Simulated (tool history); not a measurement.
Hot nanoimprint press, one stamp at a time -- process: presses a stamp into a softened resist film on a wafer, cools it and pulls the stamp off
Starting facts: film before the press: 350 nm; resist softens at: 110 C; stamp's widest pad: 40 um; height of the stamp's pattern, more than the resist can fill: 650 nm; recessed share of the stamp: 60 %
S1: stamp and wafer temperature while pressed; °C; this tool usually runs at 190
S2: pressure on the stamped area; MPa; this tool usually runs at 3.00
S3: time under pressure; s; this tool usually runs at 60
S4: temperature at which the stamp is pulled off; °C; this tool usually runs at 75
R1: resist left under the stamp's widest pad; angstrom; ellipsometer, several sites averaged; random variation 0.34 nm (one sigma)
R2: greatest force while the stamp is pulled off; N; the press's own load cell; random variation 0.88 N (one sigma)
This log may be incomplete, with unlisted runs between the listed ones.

run    hour   S1    S2   S3  S4    R1     R2
  1     0.0  190  3.00   60  75  1301  175.6
  2    64.1  190  3.00   60  75  1294  180.5
  3   107.9  190  3.00   60  75  1294  182.6
  4   164.0  190  3.00   60  75  1284  186.5
      176.0  -- stamp cleaned and given a new release coat
  5   207.1  190  3.00   60  75  1285  173.2
      273.4  -- plate thermocouple calibrated
  6   273.4  190  2.26   60  75  1531  185.8
  7   327.1  190  3.00   95  75  1113  187.4
      391.3  -- stamp cleaned and given a new release coat
  8   401.6  190  3.00   95  75  1109  177.7
  9   459.9  190  2.62   60  75  1423  180.9
 10   498.3  190  3.00   60  67  1340  210.4
 11   551.8  190  3.00   60  67  1335  214.7
 12   588.5  190  3.38   60  75  1266  188.8
      603.4  -- stamp cleaned and given a new release coat
 13   626.7  190  2.72   60  75  1376  176.1
 14   680.4  190  2.72   60  75  1380  178.3
 15   737.0  200  2.72   94  63   795  226.7
 16   798.5  190  3.00   60  61  1308  238.0
      814.8  -- stamp cleaned and given a new release coat
 17   842.4  192  4.75   53  76  1049  171.2
 18   900.2  190  2.78   39  75  1602  179.4
 19   931.4  190  2.78   39  75  1603  181.9
      996.7  -- plate thermocouple calibrated
 20   996.7  190  2.78   39  75  1693  190.3
     1030.3  -- stamp cleaned and given a new release coat
 21  1045.6  190  2.78   39  75  1687  178.8
 22  1107.5  190  2.78   39  75  1677  184.8
 23  1141.8  185  3.11  101  68  1298  207.9
 24  1216.8  185  3.11  101  68  1285  213.7
     1243.9  -- stamp cleaned and given a new release coat
 25  1271.7  185  3.11  101  68  1280  201.5
 26  1309.2  185  3.11  101  68  1277  204.4
 27  1380.1  201  3.06   51  81   982  164.3
 28  1431.4  187  3.06   70  64  1383  226.7

Each row is a separate what-if for the run after 28, all from the same tool condition, not one after another. Results?
     1458.4  -- stamp cleaned and given a new release coat
  A  1502.9  183  2.86  70  70   ?   ?
     1458.4  -- stamp cleaned and given a new release coat
  B  1502.9  187  3.06  87  64   ?   ?
     1458.4  -- stamp cleaned and given a new release coat
  C  1502.9  195  4.16  70  64   ?   ?
     1458.4  -- stamp cleaned and given a new release coat
  D  1502.9  190  1.99  70  82   ?   ?
     1458.4  -- stamp cleaned and given a new release coat
  E  1502.9  193  3.06  31  60   ?   ?

run    R1     R2
  A  1630  192.6
  B  1248  213.2
  C   902  211.7
  D  1469  153.3
  E  1561  226.5
Stripped of hidden state, with their random variation kept, the same runs would have yielded:
run    R1     R2
  A  1675  192.6
  B  1282  212.8
  C   918  211.3
  D  1511  154.1
  E  1594  225.8

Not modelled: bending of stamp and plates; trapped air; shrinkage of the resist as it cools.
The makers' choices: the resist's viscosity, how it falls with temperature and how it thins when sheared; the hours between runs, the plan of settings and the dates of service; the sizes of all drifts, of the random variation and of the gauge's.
